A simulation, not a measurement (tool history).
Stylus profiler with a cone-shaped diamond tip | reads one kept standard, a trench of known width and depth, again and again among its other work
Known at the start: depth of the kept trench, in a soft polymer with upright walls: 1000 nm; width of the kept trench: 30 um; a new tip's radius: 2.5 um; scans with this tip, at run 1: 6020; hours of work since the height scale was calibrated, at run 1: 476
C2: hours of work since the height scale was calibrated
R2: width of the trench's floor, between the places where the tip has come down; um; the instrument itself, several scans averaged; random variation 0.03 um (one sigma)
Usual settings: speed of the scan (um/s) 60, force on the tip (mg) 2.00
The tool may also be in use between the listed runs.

Run 1, hour 0.0: usual settings; scans with this tip 6020; C2 476. Result: depth of the trench (nm) 1006.03, R2 24.73 um.
Run 2, hour 20.7: usual settings; scans with this tip 6171; C2 487. Result: depth of the trench (nm) 1006.68, R2 24.78 um.
Run 3, hour 45.5: usual settings but force on the tip (mg) 4.28; scans with this tip 6352; C2 502. Result: depth of the trench (nm) 1012.22, R2 24.73 um.
Run 4, hour 77.7: usual settings but force on the tip (mg) 4.28; scans with this tip 6588; C2 520. Result: depth of the trench (nm) 1012.44, R2 24.75 um.
Run 5, hour 99.1: usual settings but force on the tip (mg) 4.28; scans with this tip 6745; C2 533. Result: depth of the trench (nm) 1012.32, R2 24.75 um.
Run 6, hour 126.5: usual settings but force on the tip (mg) 4.28; scans with this tip 6945; C2 549. Result: depth of the trench (nm) 1011.97, R2 24.68 um.
Run 7, hour 157.5: usual settings but speed of the scan (um/s) 53, force on the tip (mg) 1.47; scans with this tip 7172; C2 567. Result: depth of the trench (nm) 1004.47, R2 24.55 um.
Run 8, hour 176.5: usual settings but speed of the scan (um/s) 53, force on the tip (mg) 1.47; scans with this tip 7311; C2 578. Result: depth of the trench (nm) 1004.69, R2 24.53 um.
Run 9, hour 195.0: usual settings but speed of the scan (um/s) 61, force on the tip (mg) 2.75; scans with this tip 7446; C2 588. Result: depth of the trench (nm) 1007.85, R2 24.53 um.
Run 10, hour 227.6: usual settings but speed of the scan (um/s) 41, force on the tip (mg) 3.34; scans with this tip 7685; C2 607. Result: depth of the trench (nm) 1009.81, R2 24.54 um.

Forecast each of these 3 alternatives for the next run:
Run A, hour 259.6: usual settings but speed of the scan (um/s) 41, force on the tip (mg) 3.51; scans with this tip 7919; C2 626. Result: depth of the trench (nm) ?, R2 ?.
Run B, hour 259.6: usual settings but speed of the scan (um/s) 33, force on the tip (mg) 5.69; scans with this tip 7919; C2 626. Result: depth of the trench (nm) ?, R2 ?.
Run C, hour 259.6: usual settings but speed of the scan (um/s) 33; scans with this tip 7919; C2 626. Result: depth of the trench (nm) ?, R2 ?.

run  depth of the trench (nm)     R2
  A                   1009.81  24.55
  B                   1014.71  24.53
  C                   1006.21  24.49
Without the tool's hidden state the same runs would have given:
run  depth of the trench (nm)     R2
  A                   1012.65  25.96
  B                   1017.57  25.95
  C                   1009.05  25.91

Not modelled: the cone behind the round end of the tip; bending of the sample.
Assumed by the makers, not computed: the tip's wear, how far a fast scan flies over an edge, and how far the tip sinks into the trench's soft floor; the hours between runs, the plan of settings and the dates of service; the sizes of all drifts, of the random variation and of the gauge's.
